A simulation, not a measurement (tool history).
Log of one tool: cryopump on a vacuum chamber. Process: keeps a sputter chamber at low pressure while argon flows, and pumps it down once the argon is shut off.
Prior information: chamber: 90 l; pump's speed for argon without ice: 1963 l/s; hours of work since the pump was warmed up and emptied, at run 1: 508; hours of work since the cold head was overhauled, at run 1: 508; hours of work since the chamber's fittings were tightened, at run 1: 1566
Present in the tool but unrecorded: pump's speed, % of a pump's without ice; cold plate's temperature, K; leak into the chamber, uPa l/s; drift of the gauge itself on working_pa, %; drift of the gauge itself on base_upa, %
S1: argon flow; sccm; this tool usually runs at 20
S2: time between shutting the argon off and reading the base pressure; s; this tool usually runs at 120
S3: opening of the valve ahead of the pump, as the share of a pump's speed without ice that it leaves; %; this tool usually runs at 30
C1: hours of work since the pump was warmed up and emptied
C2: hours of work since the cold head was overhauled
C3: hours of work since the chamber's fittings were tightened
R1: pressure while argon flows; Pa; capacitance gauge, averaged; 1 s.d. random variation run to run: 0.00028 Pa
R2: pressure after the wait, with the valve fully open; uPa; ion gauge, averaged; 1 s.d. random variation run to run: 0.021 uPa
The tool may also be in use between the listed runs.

run	hour	S1	S2	S3	C1	C2	C3	R1	R2
1	0	20	120	30	508	508	1566	0.0595	2.17
2	22.9	20	28	30	524	524	1582	0.0599	3.24
3	51.6	31	28	30	544	544	1602	0.0928	3.15
4	96.2	31	28	30	575	575	1633	0.0933	3.35
5	117.6	31	28	30	590	590	1648	0.0936	3.29
6	160.9	20	120	30	620	620	1678	0.0607	2.28
7	180.6	20	21	30	634	634	1692	0.0607	3.79
8	213.9	20	120	30	657	657	1716	0.0607	2.43
9	247	20	120	30	680	680	1739	0.0606	2.41
# hour 255.4: leaking fittings of the chamber tightened, without venting
10	279.8	15	120	30	702	702	17	0.0457	0.51
11	300	20	120	30	716	716	31	0.0614	0.54
12	341.3	20	120	30	745	745	60	0.0611	0.51
13	361.4	20	120	30	759	759	74	0.0609	0.57
14	400.8	21	26	19	787	787	102	0.0994	1.64
15	441.7	21	26	19	815	815	130	0.1002	1.73
16	485.3	35	111	18	846	846	161	0.1746	0.71
17	513.9	12	120	20	866	866	181	0.054	0.72
18	549.8	11	69	19	891	891	206	0.0517	1.02
19	583.9	11	69	19	914	914	230	0.0521	0.98
20	613	20	21	24	935	935	250	0.0763	2.18
21	633.3	20	21	24	949	949	264	0.0763	2.19
# hour 650.1: pump warmed up, emptied and cooled again
22	675.4	38	137	29	18	975	290	0.1139	0.71
23	700.7	29	82	26	35	993	308	0.0965	0.88
24	731	29	82	26	57	1014	329	0.0965	0.92

Consider 5 possible next runs. They are alternatives, not a sequence: every one starts from the tool as it was left by run 24. What does each give?
A	757.4	13	35	46	75	1032	347	?	?
B	757.4	13	86	31	75	1032	347	?	?
C	757.4	26	91	19	75	1032	347	?	?
D	757.4	29	82	33	75	1032	347	?	?
E	757.4	20	56	30	75	1032	347	?	?

run	R1	R2
A	0.0246	1.48
B	0.0367	0.95
C	0.1185	0.91
D	0.0764	0.92
E	0.0578	1.14
With the hidden condition removed and each run's random variation left untouched, the same runs would have given:
run	R1	R2
A	0.0242	1.14
B	0.0364	0.61
C	0.1179	0.55
D	0.0757	0.58
E	0.0574	0.79
